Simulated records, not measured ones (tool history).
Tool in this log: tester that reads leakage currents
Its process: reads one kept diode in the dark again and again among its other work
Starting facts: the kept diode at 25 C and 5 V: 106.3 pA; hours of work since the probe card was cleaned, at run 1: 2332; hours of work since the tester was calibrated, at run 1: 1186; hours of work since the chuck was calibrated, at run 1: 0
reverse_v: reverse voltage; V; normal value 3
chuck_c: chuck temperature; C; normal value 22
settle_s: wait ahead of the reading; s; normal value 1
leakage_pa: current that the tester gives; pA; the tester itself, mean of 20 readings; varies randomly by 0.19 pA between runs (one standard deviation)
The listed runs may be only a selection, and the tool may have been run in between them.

run,hour,reverse_v,chuck_c,settle_s,hours of work since the probe card was cleaned,hours of work since the tester was calibrated,hours of work since the chuck was calibrated,leakage_pa
1,0,3,22,1,2332,1186,0,61.01
2,85,3,40,1,2398,1252,67,315.19
3,128.2,3,40,1,2432,1286,100,316.42
4,181.8,3,40,1,2474,1328,142,316.07
5,252,3,40,1,2529,1383,197,315.72
6,296,3,22,0.7,2564,1418,232,61.34
7,343.2,3,22,0.34,2601,1455,269,62.53
8,403.5,1.1,22,1,2648,1502,316,34.72
9,444.7,1.1,22,1,2680,1534,348,34.59
10,523,1.1,22,1,2741,1596,410,34.6
11,567.3,1.1,22,1,2776,1630,445,34.5
12,647.8,1.1,22,1,2839,1693,508,34.61
13,729,16.7,32,0.88,2903,1757,571,406.87
14,790.3,10.36,26,0.88,2951,1805,619,178.05
# hour 806.9: chuck's temperature calibrated
15,835.8,12.84,22,2.03,2985,1839,23,136.3
16,933.4,12.84,22,2.03,3061,1916,99,136.22
17,991.6,3,38,0.95,3107,1961,145,266.08
18,1056.5,10.67,41,8.52,3158,2012,196,694.26
19,1117.9,10.67,41,8.52,3206,2060,244,692.85
20,1195.3,2.82,22,0.65,3267,2121,304,59.22
21,1286.9,2.82,22,0.65,3338,2193,376,59
22,1336.6,2.82,22,0.65,3377,2232,415,59.3

What if the next run were any one of these 5? Each begins from the tool's condition after run 22:
A,1417.1,3,21,0.39,3440,2295,478,?
B,1417.1,4.7,24,1.31,3440,2295,478,?
C,1417.1,3,22,5.81,3440,2295,478,?
D,1417.1,7.23,45,2.26,3440,2295,478,?
E,1417.1,1.78,26,2.98,3440,2295,478,?

run,leakage_pa
A,56.66
B,94.82
C,60.01
D,785.94
E,66.29
Without the tool's hidden state the same runs would have given:
run,leakage_pa
A,56.63
B,94.77
C,59.98
D,786.04
E,66.28
